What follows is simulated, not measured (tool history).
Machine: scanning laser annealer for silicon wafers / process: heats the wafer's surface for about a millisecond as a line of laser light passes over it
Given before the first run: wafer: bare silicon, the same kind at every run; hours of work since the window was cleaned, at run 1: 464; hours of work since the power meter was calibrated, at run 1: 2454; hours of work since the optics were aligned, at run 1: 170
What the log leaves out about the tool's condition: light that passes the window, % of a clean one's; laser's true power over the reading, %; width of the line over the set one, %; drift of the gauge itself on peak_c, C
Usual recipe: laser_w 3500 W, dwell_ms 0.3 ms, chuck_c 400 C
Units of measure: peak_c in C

run	hour	laser_w	dwell_ms	chuck_c	hours of work since the window was cleaned	hours of work since the power meter was calibrated	hours of work since the optics were aligned	peak_c
1	0	3500	0.3	400	464	2454	170	1201
2	48.2	3500	0.3	400	498	2487	203	1198
3	128.5	3500	0.3	400	553	2543	259	1200
4	192.8	3500	0.3	400	597	2587	303	1200
5	233.5	3500	0.3	400	625	2615	331	1198
6	303.3	3500	0.3	400	673	2663	379	1195
7	396.8	3500	0.3	400	738	2728	444	1190
8	489.4	3500	0.3	400	802	2791	507	1191
9	565	3500	0.3	400	854	2844	560	1189
10	653.8	3500	0.3	400	915	2905	621	1191
11	734.9	3500	0.3	400	971	2961	677	1190
# hour 769.8: window over the wafer cleaned
12	795.4	3500	0.3	400	18	3001	717	1214
# hour 807.1: laser's power meter calibrated
13	852.1	3500	0.3	400	55	31	754	1214
14	915.3	3500	0.3	400	98	75	798	1213
15	1006.1	3500	0.3	400	161	137	860	1215
# hour 1075.8: laser's power meter calibrated, once more
16	1077.7	3500	0.3	432	208	1	908	1223
17	1171.4	3500	0.3	418	273	66	972	1205
18	1254.4	3777	0.3	400	330	123	1029	1255
19	1336.3	3777	0.3	400	386	180	1086	1253
20	1429.6	3777	0.3	400	451	244	1150	1252
21	1521.6	3197	0.245	383	514	307	1214	1023
22	1601.7	3197	0.245	383	569	363	1269	1022
23	1696.3	3197	0.245	383	635	428	1334	1023
# hour 1724.5: optics aligned, line set to its width
24	1757.5	3236	0.245	383	673	467	23	1034
25	1805.9	3784	0.228	360	707	500	56	1104
26	1870.8	3237	0.282	380	752	545	101	1081
27	1955.4	3244	0.306	400	810	603	159	1133
28	1997.7	3244	0.306	400	839	632	188	1133
29	2051.8	3244	0.306	400	876	669	226	1129
30	2133.7	3500	0.348	427	933	726	282	1278

Run 31 is up next; what results do you expect?
# hour 2219.7: window over the wafer cleaned
31	2226.2	3500	0.348	427	4	788	345	?

{"run 31": {"peak_c": 1296}}
Without the tool's hidden state the same run would have given peak_c 1297 C.
